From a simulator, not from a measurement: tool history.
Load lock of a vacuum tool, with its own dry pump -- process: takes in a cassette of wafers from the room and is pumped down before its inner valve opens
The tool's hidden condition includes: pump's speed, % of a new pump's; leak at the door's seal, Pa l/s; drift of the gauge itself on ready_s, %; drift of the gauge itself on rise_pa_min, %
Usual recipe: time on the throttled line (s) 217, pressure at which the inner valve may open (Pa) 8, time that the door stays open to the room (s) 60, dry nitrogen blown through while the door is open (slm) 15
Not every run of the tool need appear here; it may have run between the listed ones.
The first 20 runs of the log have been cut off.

run	day	time on the throttled line (s)	pressure at which the inner valve may open (Pa)	time that the door stays open to the room (s)	dry nitrogen blown through while the door is open (slm)	hours that the pump has run since its overhaul	times that the door has closed on its seal	incoming humidity of the room's air, %	time from the closed door until the inner valve may open (s)	rise of the pressure with all valves shut (Pa/min)
21	63.667	110	11	26	13	8456	5256	45	190.5	0.053
22	67.621	189	11	147	13	8551	5432	40.5	261.6	0.093
23	70.154	128	8	60	9	8611	5545	44.8	211.5	0.08
24	74.079	128	8	60	9	8706	5720	43.6	211.1	0.075
25	77.462	217	8	135	15	8787	5871	44.2	291.5	0.097
26	80.667	202	8	135	41	8864	6014	44.4	277.7	0.07
27	83.275	326	8	159	36	8926	6130	46	388.1	0.077
28	85.575	217	6	60	21	8981	6233	43.7	292.7	0.069
29	90.188	217	6	60	21	9092	6439	42.1	294.1	0.073
30	93.842	398	6	133	9	9180	6602	47.8	455.8	0.115
31	96.525	217	11	60	44	9244	6721	47	286.3	0.065
32	101.121	372	8	60	15	9355	6926	43.4	431.2	0.082
33	104.825	300	6	150	10	9443	7091	44	369.2	0.116
34	108.038	129	15	196	8	9521	7235	43	206	0.134
35	111.421	217	15	119	14	9602	7386	44.5	287.1	0.107
36	116.021	217	15	119	14	9712	7591	41.9	285.2	0.104
37	119.75	217	15	119	14	9802	7757	42.8	283.3	0.104

Branching from run 37: 3 alternative next runs. What would each branch give?
A	123.771	217	15	164	14	9898	7936	45.8	?	?
B	123.771	301	15	90	15	9898	7936	44.7	?	?
C	123.771	219	15	117	13	9898	7936	44	?	?

run	time from the closed door until the inner valve may open (s)	rise of the pressure with all valves shut (Pa/min)
A	282.4	0.119
B	361.1	0.096
C	287.5	0.11
With no hidden state in the tool, these same runs would have given:
run	time from the closed door until the inner valve may open (s)	rise of the pressure with all valves shut (Pa/min)
A	276.7	0.067
B	356.1	0.043
C	281.8	0.058
